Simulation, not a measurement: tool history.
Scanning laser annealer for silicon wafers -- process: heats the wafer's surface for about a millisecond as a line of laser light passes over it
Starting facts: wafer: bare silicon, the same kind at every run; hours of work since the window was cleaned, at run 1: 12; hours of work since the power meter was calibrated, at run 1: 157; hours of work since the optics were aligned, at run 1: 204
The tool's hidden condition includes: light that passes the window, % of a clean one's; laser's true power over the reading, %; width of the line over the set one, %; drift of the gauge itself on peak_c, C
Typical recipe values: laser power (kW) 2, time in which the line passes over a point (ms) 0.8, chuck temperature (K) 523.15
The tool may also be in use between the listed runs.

run	hour	laser power (kW)	time in which the line passes over a point (ms)	chuck temperature (K)	hours of work since the window was cleaned	hours of work since the power meter was calibrated	hours of work since the optics were aligned	highest temperature of the surface (K)
1	0	2	0.8	523.15	12	157	204	1362.15
2	9.2	2	0.8	523.15	16	161	208	1363.15
3	19.1	2	0.808	523.15	20	165	212	1369.15
4	26.5	2	0.8	507.15	23	168	215	1344.15
5	30.9	2	0.8	523.15	24	170	217	1360.15
6	40.8	2	0.8	523.15	28	174	221	1362.15
7	48.3	2	0.8	518.15	32	177	224	1353.15
8	54.1	2	0.8	523.15	34	179	226	1359.15
9	59	2	0.8	523.15	36	181	228	1363.15
10	66.4	2	0.8	523.15	39	184	231	1361.15
11	75.9	2	0.646	523.15	43	188	235	1267.15
12	84.6	2	0.604	523.15	46	191	239	1240.15
13	90.8	2	0.759	523.15	49	194	241	1335.15
14	98.3	2	0.759	523.15	52	197	244	1336.15
15	106.5	1.926	0.759	523.15	55	200	248	1302.15
16	113.5	2	0.8	493.15	58	203	250	1330.15
17	120.5	2	0.8	493.15	61	206	253	1328.15
18	125.2	2	0.8	493.15	63	208	255	1326.15
19	130.7	2	0.8	493.15	65	210	257	1327.15
20	140.5	2	0.8	523.15	69	214	261	1358.15
21	147.4	1.899	0.8	523.15	72	217	264	1313.15
22	151.9	1.899	0.8	523.15	74	219	266	1312.15
23	157.3	2	0.974	497.15	76	221	268	1428.15
24	166.2	2.023	0.684	507.15	79	225	272	1279.15
25	171.2	1.735	0.843	523.15	81	227	274	1257.15
26	179.8	1.764	0.838	560.15	85	230	277	1307.15
27	188.7	1.856	0.682	533.15	88	234	281	1233.15
28	198.2	2	0.855	541.15	92	238	285	1408.15
29	206.7	1.998	0.795	486.15	96	241	288	1316.15
30	214.2	2.002	0.795	486.15	99	244	291	1313.15
31	219	1.869	0.685	556.15	101	246	293	1263.15
32	226.3	1.869	0.685	556.15	104	249	296	1265.15
33	236	1.878	0.685	545.15	108	253	300	1255.15
34	245.8	1.949	0.794	523.15	112	257	304	1324.15
35	253.8	2	0.777	498.15	115	260	307	1314.15
36	258.8	2	0.777	498.15	117	262	309	1313.15
37	266	2.13	0.75	523.15	120	265	312	1380.15
38	270.3	2.13	0.75	523.15	122	267	314	1378.15
39	279.5	2.085	0.62	523.15	125	271	318	1272.15
40	287.1	2.077	0.621	509.15	128	274	321	1258.15

For run 41, what comes out?
41	293.9	1.868	0.562	557.15	131	276	324	?

{"run 41": {"highest temperature of the surface (K)": 1188.15}}
If the tool had no hidden condition, the same run with the same run-to-run variation would have returned highest temperature of the surface (K) 1197.15.

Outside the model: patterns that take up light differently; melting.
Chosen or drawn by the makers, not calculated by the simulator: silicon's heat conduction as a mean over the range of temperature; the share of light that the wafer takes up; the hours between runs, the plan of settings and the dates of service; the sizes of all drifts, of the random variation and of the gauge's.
